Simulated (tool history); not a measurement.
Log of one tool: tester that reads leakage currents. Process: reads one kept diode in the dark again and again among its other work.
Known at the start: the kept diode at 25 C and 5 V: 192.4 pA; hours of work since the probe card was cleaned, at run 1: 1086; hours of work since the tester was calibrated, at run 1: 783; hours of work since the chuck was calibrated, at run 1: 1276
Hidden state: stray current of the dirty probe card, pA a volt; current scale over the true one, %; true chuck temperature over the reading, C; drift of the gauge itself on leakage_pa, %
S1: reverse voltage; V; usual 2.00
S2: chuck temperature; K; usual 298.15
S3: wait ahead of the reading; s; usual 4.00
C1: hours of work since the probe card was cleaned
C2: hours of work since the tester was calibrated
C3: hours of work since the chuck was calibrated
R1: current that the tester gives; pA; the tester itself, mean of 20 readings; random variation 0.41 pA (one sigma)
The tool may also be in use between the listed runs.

run 1 day=0.000 | S1=2.00 S2=298.15 S3=4.00 | C1=1086 C2=783 C3=1276 | R1=124.57
run 2 day=3.812 | S1=13.19 S2=298.15 S3=4.00 | C1=1125 C2=822 C3=1315 | R1=261.74
-- day=7.717 probe card cleaned and baked
run 3 day=7.717 | S1=13.19 S2=298.15 S3=4.00 | C1=0 C2=860 C3=1353 | R1=250.47
run 4 day=10.521 | S1=2.00 S2=298.15 S3=4.00 | C1=29 C2=889 C3=1382 | R1=122.01
run 5 day=13.954 | S1=2.00 S2=298.15 S3=4.00 | C1=64 C2=924 C3=1417 | R1=122.55
run 6 day=16.317 | S1=2.00 S2=298.15 S3=4.00 | C1=88 C2=948 C3=1441 | R1=121.30
run 7 day=19.496 | S1=2.00 S2=298.15 S3=4.00 | C1=120 C2=981 C3=1474 | R1=121.03
run 8 day=22.333 | S1=2.00 S2=298.15 S3=4.00 | C1=149 C2=1010 C3=1503 | R1=120.89
run 9 day=25.679 | S1=2.00 S2=298.15 S3=4.00 | C1=183 C2=1044 C3=1537 | R1=119.77
run 10 day=29.442 | S1=2.00 S2=298.15 S3=4.00 | C1=222 C2=1082 C3=1575 | R1=120.41
run 11 day=32.729 | S1=2.00 S2=298.15 S3=4.00 | C1=255 C2=1116 C3=1609 | R1=120.67
run 12 day=36.788 | S1=2.00 S2=298.15 S3=4.00 | C1=297 C2=1157 C3=1650 | R1=119.68
run 13 day=38.929 | S1=2.00 S2=317.15 S3=4.00 | C1=319 C2=1179 C3=1672 | R1=465.95
run 14 day=41.500 | S1=2.29 S2=326.15 S3=0.36 | C1=345 C2=1205 C3=1698 | R1=888.76
run 15 day=44.708 | S1=4.18 S2=298.15 S3=4.00 | C1=378 C2=1238 C3=1731 | R1=158.57
run 16 day=46.688 | S1=2.00 S2=298.15 S3=7.83 | C1=398 C2=1258 C3=1751 | R1=118.51
run 17 day=48.867 | S1=3.49 S2=304.15 S3=0.51 | C1=420 C2=1281 C3=1773 | R1=231.80
run 18 day=51.279 | S1=3.49 S2=304.15 S3=0.51 | C1=445 C2=1305 C3=1798 | R1=231.05
run 19 day=54.550 | S1=3.49 S2=304.15 S3=0.51 | C1=478 C2=1339 C3=1831 | R1=230.29
run 20 day=57.496 | S1=16.56 S2=311.15 S3=4.00 | C1=508 C2=1369 C3=1862 | R1=693.00
run 21 day=61.458 | S1=2.00 S2=300.15 S3=0.59 | C1=549 C2=1409 C3=1902 | R1=137.48
run 22 day=64.100 | S1=2.00 S2=300.15 S3=0.59 | C1=576 C2=1436 C3=1929 | R1=137.13
run 23 day=67.042 | S1=2.00 S2=300.15 S3=0.59 | C1=606 C2=1466 C3=1959 | R1=137.26

5 ways to go on from here, each from the tool as it stands after run 23. What would each give?
run A day=70.604 | S1=3.75 S2=293.15 S3=0.49 | C1=642 C2=1502 C3=1995 | R1=?
run B day=70.604 | S1=1.13 S2=309.15 S3=0.98 | C1=642 C2=1502 C3=1995 | R1=?
run C day=70.604 | S1=4.97 S2=298.15 S3=0.49 | C1=642 C2=1502 C3=1995 | R1=?
run D day=70.604 | S1=16.59 S2=300.15 S3=8.91 | C1=642 C2=1502 C3=1995 | R1=?
run E day=70.604 | S1=2.00 S2=297.15 S3=0.59 | C1=642 C2=1502 C3=1995 | R1=?

run=A R1=103.03
run=B R1=211.47
run=C R1=167.99
run=D R1=311.04
run=E R1=109.08
Without the tool's hidden state the same runs would have given:
run=A R1=118.85
run=B R1=244.00
run=C R1=193.44
run=D R1=353.63
run=E R1=126.53
